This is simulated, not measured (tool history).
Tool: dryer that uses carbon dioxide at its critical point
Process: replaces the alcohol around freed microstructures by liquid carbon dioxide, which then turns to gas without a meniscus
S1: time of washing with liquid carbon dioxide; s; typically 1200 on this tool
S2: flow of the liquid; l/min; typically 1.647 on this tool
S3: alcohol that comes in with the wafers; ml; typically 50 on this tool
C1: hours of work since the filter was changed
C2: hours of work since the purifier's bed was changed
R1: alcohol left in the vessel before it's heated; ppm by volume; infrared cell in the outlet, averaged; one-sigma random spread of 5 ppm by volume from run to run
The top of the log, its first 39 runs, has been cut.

run   hour    S1     S2  S3   C1   C2   R1
 40  540.1  1860  1.647  45  167  908  152
 41  552.4  1860  1.647  45  176  917  148
 42  568.5  1860  1.647  45  187  928  145
 43  588.9  1560  2.070  37  202  943  153
 44  605.9  1680  1.647  40  215  956  158
 45  626.2  1680  1.647  40  229  970  162
 46  642.5  1680  1.647  40  241  982  160
 47  656.7  1380  1.550  25  251  992  171

Here are 3 independent what-if runs from the current tool condition. What would each one return?
  A  667.4  1860  1.647  44  259  1000   ?
  B  667.4   960  1.550  25  259  1000   ?
  C  667.4  1200  2.630  50  259  1000   ?

run   R1
  A  161
  B  193
  C  158
With no hidden state in the tool, these same runs would have given:
run  R1
  A   4
  B  28
  C   3

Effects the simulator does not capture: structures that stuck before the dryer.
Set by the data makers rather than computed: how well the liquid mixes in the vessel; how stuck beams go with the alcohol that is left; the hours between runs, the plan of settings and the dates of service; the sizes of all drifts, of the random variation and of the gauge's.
